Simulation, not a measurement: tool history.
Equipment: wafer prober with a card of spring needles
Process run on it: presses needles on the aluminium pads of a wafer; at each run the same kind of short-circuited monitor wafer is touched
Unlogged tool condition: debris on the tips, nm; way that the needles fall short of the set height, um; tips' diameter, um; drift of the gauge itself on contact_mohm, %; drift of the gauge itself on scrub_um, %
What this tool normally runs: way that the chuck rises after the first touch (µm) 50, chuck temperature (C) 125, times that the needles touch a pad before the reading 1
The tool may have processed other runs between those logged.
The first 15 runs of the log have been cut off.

run	hour	way that the chuck rises after the first touch (µm)	chuck temperature (C)	times that the needles touch a pad before the reading	touches since the tips were cleaned	cleanings since the card got new needles	touches since the first contact's height was set	resistance of one needle with its contact and lead (mohm)	way that a needle slides on the pad (µm)
# hour 308.7: tips cleaned on abrasive film
16	319.2	50	34	1	3603	73	95691	370	12.28
# hour 327.4: height of the first contact set anew
# hour 329.0: tips cleaned on abrasive film
17	342.9	32	76	2	4804	74	5320	422	7.98
# hour 348.1: tips cleaned on abrasive film
18	357.1	37	116	1	3100	75	10173	427	9.21
# hour 367.1: tips cleaned on abrasive film
19	383.9	34	29	1	5803	76	19416	516	8.43
# hour 386.3: tips cleaned on abrasive film
# hour 405.3: tips cleaned on abrasive film
20	406.7	34	29	1	478	78	27248	329	8.42
21	418.2	58	109	3	4462	78	31232	300	14.45
# hour 424.3: tips cleaned on abrasive film
22	430.1	32	31	2	2019	79	35312	376	7.92
# hour 444.1: tips cleaned on abrasive film
23	455.8	32	31	2	4054	80	44152	422	7.90
# hour 464.5: tips cleaned on abrasive film
24	477.2	50	125	2	4389	81	51517	337	12.38
# hour 483.7: tips cleaned on abrasive film
25	489.7	50	57	1	2074	82	55803	341	12.37
# hour 502.5: tips cleaned on abrasive film
26	507.3	56	90	2	1649	83	61865	296	13.87
27	519.3	56	90	2	5798	83	66014	322	13.86

What will run 28 give?
# hour 521.9: tips cleaned on abrasive film
28	539.1	60	67	3	5935	84	72819	?	?

{"run 28": {"resistance of one needle with its contact and lead (mohm)": 291, "way that a needle slides on the pad (µm)": 14.82}}
On a tool with no hidden condition, and with the same random variation, this run would have come out at resistance of one needle with its contact and lead (mohm) 258, way that a needle slides on the pad (µm) 14.98.

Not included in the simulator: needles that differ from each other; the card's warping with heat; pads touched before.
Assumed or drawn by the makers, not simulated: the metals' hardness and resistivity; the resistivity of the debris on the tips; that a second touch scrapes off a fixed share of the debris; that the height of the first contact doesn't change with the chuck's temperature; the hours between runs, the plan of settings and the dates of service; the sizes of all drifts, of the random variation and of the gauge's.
